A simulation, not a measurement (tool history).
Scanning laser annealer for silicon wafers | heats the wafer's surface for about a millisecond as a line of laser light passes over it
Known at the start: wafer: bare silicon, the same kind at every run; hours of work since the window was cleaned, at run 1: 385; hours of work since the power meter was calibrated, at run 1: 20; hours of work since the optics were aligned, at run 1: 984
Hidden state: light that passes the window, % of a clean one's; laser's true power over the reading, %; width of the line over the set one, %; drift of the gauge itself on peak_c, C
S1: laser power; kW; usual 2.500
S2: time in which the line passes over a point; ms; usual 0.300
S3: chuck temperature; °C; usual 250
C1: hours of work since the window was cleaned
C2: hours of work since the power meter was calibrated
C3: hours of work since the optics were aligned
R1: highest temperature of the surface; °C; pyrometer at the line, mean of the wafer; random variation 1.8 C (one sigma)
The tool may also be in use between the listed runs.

{"run": 1, "day": 0.0, "S1": 2.5, "S2": 0.3, "S3": 250, "C1": 385, "C2": 20, "C3": 984, "R1": 1055}
{"run": 2, "day": 0.217, "S1": 2.5, "S2": 0.3, "S3": 250, "C1": 387, "C2": 23, "C3": 986, "R1": 1051}
{"run": 3, "day": 0.392, "S1": 2.5, "S2": 0.25, "S3": 250, "C1": 389, "C2": 25, "C3": 988, "R1": 979}
{"day": 0.712, "done": "optics aligned, line set to its width"}
{"run": 4, "day": 0.967, "S1": 2.5, "S2": 0.25, "S3": 250, "C1": 393, "C2": 29, "C3": 3, "R1": 983}
{"run": 5, "day": 1.158, "S1": 2.5, "S2": 0.25, "S3": 250, "C1": 396, "C2": 31, "C3": 5, "R1": 979}
{"run": 6, "day": 1.392, "S1": 2.5, "S2": 0.25, "S3": 285, "C1": 398, "C2": 34, "C3": 8, "R1": 1013}
{"run": 7, "day": 1.767, "S1": 2.5, "S2": 0.25, "S3": 285, "C1": 402, "C2": 38, "C3": 12, "R1": 1016}
{"run": 8, "day": 2.146, "S1": 2.5, "S2": 0.325, "S3": 250, "C1": 407, "C2": 42, "C3": 16, "R1": 1085}
{"run": 9, "day": 2.488, "S1": 2.5, "S2": 0.3, "S3": 250, "C1": 411, "C2": 46, "C3": 20, "R1": 1052}
{"run": 10, "day": 2.762, "S1": 2.5, "S2": 0.3, "S3": 250, "C1": 414, "C2": 49, "C3": 23, "R1": 1051}
{"run": 11, "day": 3.1, "S1": 2.5, "S2": 0.3, "S3": 250, "C1": 417, "C2": 53, "C3": 27, "R1": 1053}
{"run": 12, "day": 3.408, "S1": 2.5, "S2": 0.3, "S3": 250, "C1": 421, "C2": 56, "C3": 30, "R1": 1052}
{"run": 13, "day": 3.804, "S1": 2.5, "S2": 0.3, "S3": 250, "C1": 425, "C2": 61, "C3": 35, "R1": 1054}
{"run": 14, "day": 4.096, "S1": 2.5, "S2": 0.3, "S3": 250, "C1": 429, "C2": 64, "C3": 38, "R1": 1053}
{"run": 15, "day": 4.425, "S1": 2.5, "S2": 0.3, "S3": 250, "C1": 432, "C2": 68, "C3": 42, "R1": 1050}
{"run": 16, "day": 4.762, "S1": 2.5, "S2": 0.3, "S3": 250, "C1": 436, "C2": 72, "C3": 46, "R1": 1052}
{"run": 17, "day": 4.954, "S1": 2.5, "S2": 0.3, "S3": 250, "C1": 438, "C2": 74, "C3": 48, "R1": 1052}
{"run": 18, "day": 5.267, "S1": 2.5, "S2": 0.3, "S3": 250, "C1": 442, "C2": 77, "C3": 51, "R1": 1053}
{"run": 19, "day": 5.579, "S1": 2.5, "S2": 0.3, "S3": 250, "C1": 445, "C2": 81, "C3": 55, "R1": 1051}
{"run": 20, "day": 5.971, "S1": 2.5, "S2": 0.3, "S3": 250, "C1": 450, "C2": 85, "C3": 59, "R1": 1053}
{"run": 21, "day": 6.346, "S1": 2.5, "S2": 0.3, "S3": 250, "C1": 454, "C2": 90, "C3": 64, "R1": 1050}
{"run": 22, "day": 6.596, "S1": 2.5, "S2": 0.276, "S3": 213, "C1": 457, "C2": 92, "C3": 66, "R1": 982}
{"run": 23, "day": 6.842, "S1": 2.594, "S2": 0.3, "S3": 250, "C1": 460, "C2": 95, "C3": 69, "R1": 1089}
{"run": 24, "day": 7.158, "S1": 2.594, "S2": 0.3, "S3": 250, "C1": 463, "C2": 99, "C3": 73, "R1": 1089}
{"run": 25, "day": 7.554, "S1": 2.594, "S2": 0.3, "S3": 250, "C1": 468, "C2": 103, "C3": 77, "R1": 1090}
{"run": 26, "day": 7.896, "S1": 2.594, "S2": 0.3, "S3": 231, "C1": 472, "C2": 107, "C3": 81, "R1": 1070}
{"run": 27, "day": 8.171, "S1": 2.594, "S2": 0.3, "S3": 257, "C1": 475, "C2": 110, "C3": 84, "R1": 1100}
{"run": 28, "day": 8.4, "S1": 2.594, "S2": 0.259, "S3": 257, "C1": 477, "C2": 113, "C3": 87, "R1": 1038}
{"run": 29, "day": 8.783, "S1": 2.347, "S2": 0.252, "S3": 250, "C1": 482, "C2": 117, "C3": 91, "R1": 926}
{"run": 30, "day": 9.175, "S1": 2.452, "S2": 0.252, "S3": 250, "C1": 486, "C2": 122, "C3": 95, "R1": 965}
{"run": 31, "day": 9.492, "S1": 2.5, "S2": 0.308, "S3": 250, "C1": 490, "C2": 125, "C3": 99, "R1": 1064}
{"run": 32, "day": 9.717, "S1": 2.5, "S2": 0.3, "S3": 246, "C1": 492, "C2": 128, "C3": 102, "R1": 1050}
{"run": 33, "day": 9.958, "S1": 2.35, "S2": 0.269, "S3": 216, "C1": 495, "C2": 130, "C3": 104, "R1": 918}
{"run": 34, "day": 10.329, "S1": 2.35, "S2": 0.269, "S3": 216, "C1": 499, "C2": 135, "C3": 108, "R1": 917}
{"run": 35, "day": 10.679, "S1": 2.35, "S2": 0.269, "S3": 216, "C1": 503, "C2": 139, "C3": 112, "R1": 914}
{"run": 36, "day": 10.979, "S1": 2.197, "S2": 0.215, "S3": 269, "C1": 506, "C2": 142, "C3": 116, "R1": 843}
{"run": 37, "day": 11.208, "S1": 2.405, "S2": 0.251, "S3": 233, "C1": 509, "C2": 144, "C3": 118, "R1": 927}
{"run": 38, "day": 11.538, "S1": 2.405, "S2": 0.251, "S3": 233, "C1": 513, "C2": 148, "C3": 122, "R1": 929}
{"run": 39, "day": 11.917, "S1": 2.405, "S2": 0.251, "S3": 233, "C1": 517, "C2": 152, "C3": 126, "R1": 927}
{"run": 40, "day": 12.3, "S1": 2.453, "S2": 0.273, "S3": 233, "C1": 521, "C2": 157, "C3": 131, "R1": 981}

Forecast each of these 4 alternatives for the next run:
{"run": "A", "day": 12.592, "S1": 2.33, "S2": 0.302, "S3": 214, "C1": 525, "C2": 160, "C3": 134, "R1": "?"}
{"run": "B", "day": 12.592, "S1": 2.721, "S2": 0.273, "S3": 258, "C1": 525, "C2": 160, "C3": 134, "R1": "?"}
{"run": "C", "day": 12.592, "S1": 2.206, "S2": 0.273, "S3": 287, "C1": 525, "C2": 160, "C3": 134, "R1": "?"}
{"run": "D", "day": 12.592, "S1": 2.325, "S2": 0.3, "S3": 274, "C1": 525, "C2": 160, "C3": 134, "R1": "?"}

run=A R1=947
run=B R1=1109
run=C R1=937
run=D R1=1004
Without the tool's hidden state the same runs would have given:
run=A R1=947
run=B R1=1109
run=C R1=937
run=D R1=1004

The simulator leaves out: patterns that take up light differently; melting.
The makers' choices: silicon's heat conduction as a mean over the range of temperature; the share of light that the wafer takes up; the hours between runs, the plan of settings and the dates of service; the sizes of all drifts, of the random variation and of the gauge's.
